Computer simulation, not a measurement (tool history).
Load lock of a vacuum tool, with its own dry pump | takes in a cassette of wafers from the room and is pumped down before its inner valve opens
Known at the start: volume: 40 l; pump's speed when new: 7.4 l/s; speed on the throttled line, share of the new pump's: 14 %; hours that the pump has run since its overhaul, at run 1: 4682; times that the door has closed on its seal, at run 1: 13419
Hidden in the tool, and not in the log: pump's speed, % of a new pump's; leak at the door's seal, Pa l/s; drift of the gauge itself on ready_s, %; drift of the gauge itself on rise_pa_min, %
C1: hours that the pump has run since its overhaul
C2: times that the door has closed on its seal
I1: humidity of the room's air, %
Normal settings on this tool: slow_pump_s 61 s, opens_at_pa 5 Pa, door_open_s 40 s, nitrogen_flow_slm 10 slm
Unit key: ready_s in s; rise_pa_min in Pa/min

{"run": 1, "hour": 0.0, "slow_pump_s": 61, "opens_at_pa": 5, "door_open_s": 40, "nitrogen_flow_slm": 10, "C1": 4682, "C2": 13419, "I1": 46, "ready_s": 110, "rise_pa_min": 0.111}
{"run": 2, "hour": 82.5, "slow_pump_s": 61, "opens_at_pa": 5, "door_open_s": 40, "nitrogen_flow_slm": 10, "C1": 4764, "C2": 13820, "I1": 41.4, "ready_s": 109, "rise_pa_min": 0.1}
{"run": 3, "hour": 163.7, "slow_pump_s": 61, "opens_at_pa": 5, "door_open_s": 40, "nitrogen_flow_slm": 10, "C1": 4845, "C2": 14216, "I1": 45.3, "ready_s": 110, "rise_pa_min": 0.106}
{"run": 4, "hour": 266.1, "slow_pump_s": 61, "opens_at_pa": 5, "door_open_s": 40, "nitrogen_flow_slm": 10, "C1": 4948, "C2": 14714, "I1": 44.6, "ready_s": 110.6, "rise_pa_min": 0.108}
{"run": 5, "hour": 384.0, "slow_pump_s": 61, "opens_at_pa": 5, "door_open_s": 40, "nitrogen_flow_slm": 5, "C1": 5066, "C2": 15289, "I1": 49.6, "ready_s": 109.7, "rise_pa_min": 0.128}
{"run": 6, "hour": 480.7, "slow_pump_s": 61, "opens_at_pa": 5, "door_open_s": 40, "nitrogen_flow_slm": 5, "C1": 5162, "C2": 15759, "I1": 45.4, "ready_s": 109.4, "rise_pa_min": 0.128}
{"run": 7, "hour": 593.8, "slow_pump_s": 61, "opens_at_pa": 9, "door_open_s": 40, "nitrogen_flow_slm": 6, "C1": 5275, "C2": 16310, "I1": 46.5, "ready_s": 105.6, "rise_pa_min": 0.13}
{"run": 8, "hour": 699.3, "slow_pump_s": 80, "opens_at_pa": 8, "door_open_s": 69, "nitrogen_flow_slm": 5, "C1": 5381, "C2": 16824, "I1": 47.2, "ready_s": 124.3, "rise_pa_min": 0.15}
{"run": 9, "hour": 776.3, "slow_pump_s": 80, "opens_at_pa": 8, "door_open_s": 69, "nitrogen_flow_slm": 5, "C1": 5458, "C2": 17199, "I1": 46.4, "ready_s": 123.7, "rise_pa_min": 0.156}
{"run": 10, "hour": 872.7, "slow_pump_s": 80, "opens_at_pa": 8, "door_open_s": 69, "nitrogen_flow_slm": 5, "C1": 5554, "C2": 17668, "I1": 44.1, "ready_s": 121.9, "rise_pa_min": 0.149}
{"run": 11, "hour": 960.7, "slow_pump_s": 61, "opens_at_pa": 5, "door_open_s": 118, "nitrogen_flow_slm": 10, "C1": 5642, "C2": 18097, "I1": 43.5, "ready_s": 109.7, "rise_pa_min": 0.148}
{"run": 12, "hour": 1074.0, "slow_pump_s": 52, "opens_at_pa": 5, "door_open_s": 193, "nitrogen_flow_slm": 10, "C1": 5756, "C2": 18649, "I1": 44.5, "ready_s": 103.4, "rise_pa_min": 0.174}

Each row is a separate what-if for the run after 12, all from the same tool condition, not one after another. Results?
{"run": "A", "hour": 1171.7, "slow_pump_s": 61, "opens_at_pa": 7, "door_open_s": 40, "nitrogen_flow_slm": 7, "C1": 5853, "C2": 19125, "I1": 48.7, "ready_s": "?", "rise_pa_min": "?"}
{"run": "B", "hour": 1171.7, "slow_pump_s": 61, "opens_at_pa": 6, "door_open_s": 40, "nitrogen_flow_slm": 10, "C1": 5853, "C2": 19125, "I1": 43.7, "ready_s": "?", "rise_pa_min": "?"}
{"run": "C", "hour": 1171.7, "slow_pump_s": 52, "opens_at_pa": 4, "door_open_s": 193, "nitrogen_flow_slm": 10, "C1": 5853, "C2": 19125, "I1": 47.5, "ready_s": "?", "rise_pa_min": "?"}
{"run": "D", "hour": 1171.7, "slow_pump_s": 52, "opens_at_pa": 5, "door_open_s": 193, "nitrogen_flow_slm": 13, "C1": 5853, "C2": 19125, "I1": 43.3, "ready_s": "?", "rise_pa_min": "?"}
{"run": "E", "hour": 1171.7, "slow_pump_s": 61, "opens_at_pa": 6, "door_open_s": 40, "nitrogen_flow_slm": 8, "C1": 5853, "C2": 19125, "I1": 45.5, "ready_s": "?", "rise_pa_min": "?"}

run=A ready_s=107.4 rise_pa_min=0.15
run=B ready_s=109.6 rise_pa_min=0.14
run=C ready_s=103.2 rise_pa_min=0.179
run=D ready_s=102.4 rise_pa_min=0.163
run=E ready_s=109.2 rise_pa_min=0.139
What these runs would have given with no unlogged condition in the tool:
run=A ready_s=103.9 rise_pa_min=0.057
run=B ready_s=105.8 rise_pa_min=0.045
run=C ready_s=99.3 rise_pa_min=0.087
run=D ready_s=98.5 rise_pa_min=0.069
run=E ready_s=105.5 rise_pa_min=0.046
